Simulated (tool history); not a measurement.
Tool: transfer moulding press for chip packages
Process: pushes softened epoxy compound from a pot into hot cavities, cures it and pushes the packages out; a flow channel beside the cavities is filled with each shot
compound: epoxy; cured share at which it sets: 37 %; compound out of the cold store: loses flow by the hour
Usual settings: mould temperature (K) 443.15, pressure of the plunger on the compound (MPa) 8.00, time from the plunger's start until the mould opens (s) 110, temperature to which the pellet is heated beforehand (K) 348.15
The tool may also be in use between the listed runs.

run,day,mould temperature (K),pressure of the plunger on the compound (MPa),time from the plunger's start until the mould opens (s),temperature to which the pellet is heated beforehand (K),incoming compound's hours out of the cold store,length that the compound runs in the flow channel (mm),greatest force on the pins that push the packages out (N)
1,0.000,443.15,8.00,110,348.15,9.0,918,436
2,0.575,443.15,8.00,110,348.15,35.2,790,533
3,1.192,443.15,8.00,110,348.15,34.6,792,621
# day 1.321: cavities cleaned with cleaning compound and waxed
4,2.050,443.15,8.00,110,348.15,15.3,885,737
# day 3.104: cavities cleaned with cleaning compound and waxed
5,3.104,443.15,8.00,110,348.15,35.6,783,330
6,3.629,443.15,7.29,110,348.15,16.3,834,462
# day 3.933: cavities cleaned with cleaning compound and waxed, once more
7,4.483,443.15,7.93,110,348.15,44.7,735,460
8,5.133,443.15,7.93,110,348.15,11.3,894,612
# day 5.696: cavities cleaned with cleaning compound and waxed
9,6.142,443.15,7.93,110,348.15,32.7,785,430
10,7.162,443.15,7.93,110,356.15,25.2,819,587
# day 7.467: cavities cleaned with cleaning compound and waxed
11,8.054,443.15,8.00,110,341.15,42.7,739,470
# day 8.333: plunger's sealing rings changed
12,8.792,443.15,8.00,110,348.15,31.6,834,556
# day 9.362: cavities cleaned with cleaning compound and waxed
13,9.633,443.15,8.00,110,348.15,36.9,803,399
14,10.604,443.15,8.00,110,348.15,23.3,870,594
# day 11.146: cavities cleaned with cleaning compound and waxed
15,11.696,443.15,8.43,110,343.15,23.5,890,485
16,12.729,443.15,8.43,110,343.15,14.7,935,625
# day 12.938: cavities cleaned with cleaning compound and waxed
17,13.762,443.15,8.43,110,343.15,13.1,940,532
# day 14.729: cavities cleaned with cleaning compound and waxed
18,14.754,443.15,7.59,110,343.15,15.7,879,344
19,15.538,443.15,8.33,110,340.15,13.8,930,534

Forecast run 20:
20,16.033,443.15,8.01,110,356.15,40.1,?,?

length that the compound runs in the flow channel (mm): 781
greatest force on the pins that push the packages out (N): 573
Without the tool's hidden state the same run would have given length that the compound runs in the flow channel (mm) 795, greatest force on the pins that push the packages out (N) 307.
